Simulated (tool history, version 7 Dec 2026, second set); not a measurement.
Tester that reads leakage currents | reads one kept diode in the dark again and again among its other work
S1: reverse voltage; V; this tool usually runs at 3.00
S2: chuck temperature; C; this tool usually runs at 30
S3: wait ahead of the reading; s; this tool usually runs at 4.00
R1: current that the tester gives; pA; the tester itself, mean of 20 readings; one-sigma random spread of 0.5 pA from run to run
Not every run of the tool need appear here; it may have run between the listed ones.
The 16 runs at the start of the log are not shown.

{"run": 17, "day": 61.258, "S1": 1.42, "S2": 30, "S3": 0.57, "R1": 146.17}
{"run": 18, "day": 65.379, "S1": 1.42, "S2": 30, "S3": 0.57, "R1": 146.02}
{"run": 19, "day": 67.6, "S1": 3.0, "S2": 30, "S3": 1.19, "R1": 213.06}
{"run": 20, "day": 71.308, "S1": 3.0, "S2": 30, "S3": 1.19, "R1": 213.18}
{"run": 21, "day": 75.825, "S1": 3.0, "S2": 24, "S3": 4.1, "R1": 135.01}
{"run": 22, "day": 78.275, "S1": 1.7, "S2": 49, "S3": 4.0, "R1": 613.54}
{"run": 23, "day": 83.254, "S1": 1.7, "S2": 49, "S3": 0.32, "R1": 611.52}
{"run": 24, "day": 85.392, "S1": 8.99, "S2": 30, "S3": 1.81, "R1": 372.66}
{"run": 25, "day": 89.388, "S1": 3.79, "S2": 43, "S3": 4.0, "R1": 608.91}
{"run": 26, "day": 93.262, "S1": 3.0, "S2": 35, "S3": 4.0, "R1": 308.61}
{"run": 27, "day": 96.638, "S1": 11.49, "S2": 36, "S3": 4.47, "R1": 654.31}
{"run": 28, "day": 100.546, "S1": 4.74, "S2": 24, "S3": 4.21, "R1": 173.07}
{"run": 29, "day": 103.846, "S1": 12.32, "S2": 47, "S3": 1.0, "R1": 1447.38}
{"day": 108.096, "done": "probe card cleaned and baked"}
{"run": 30, "day": 108.25, "S1": 12.32, "S2": 47, "S3": 1.0, "R1": 1433.41}
{"run": 31, "day": 111.512, "S1": 4.05, "S2": 30, "S3": 4.0, "R1": 246.62}
{"run": 32, "day": 115.921, "S1": 4.05, "S2": 30, "S3": 4.0, "R1": 247.02}
{"run": 33, "day": 118.533, "S1": 14.69, "S2": 56, "S3": 4.0, "R1": 2833.51}
{"run": 34, "day": 122.625, "S1": 14.69, "S2": 56, "S3": 4.0, "R1": 2844.61}
{"run": 35, "day": 127.458, "S1": 14.69, "S2": 25, "S3": 1.58, "R1": 322.17}
{"run": 36, "day": 132.446, "S1": 1.58, "S2": 25, "S3": 1.58, "R1": 106.12}
{"run": 37, "day": 137.55, "S1": 1.58, "S2": 25, "S3": 1.58, "R1": 106.63}
{"run": 38, "day": 142.2, "S1": 3.0, "S2": 30, "S3": 4.0, "R1": 215.36}
{"run": 39, "day": 147.325, "S1": 4.77, "S2": 50, "S3": 4.0, "R1": 1110.35}

Branching from run 39: 3 alternative next runs. What would each branch give?
{"day": 150.521, "done": "tester calibrated"}
{"run": "A", "day": 152.15, "S1": 4.77, "S2": 43, "S3": 4.0, "R1": "?"}
{"day": 150.521, "done": "tester calibrated"}
{"run": "B", "day": 152.15, "S1": 4.77, "S2": 50, "S3": 0.35, "R1": "?"}
{"day": 150.521, "done": "tester calibrated"}
{"run": "C", "day": 152.15, "S1": 1.85, "S2": 59, "S3": 0.3, "R1": "?"}

run=A R1=696.17
run=B R1=1120.98
run=C R1=1250.04
Without the tool's unlogged condition, the same runs would have read:
run=A R1=665.22
run=B R1=1073.84
run=C R1=1200.77
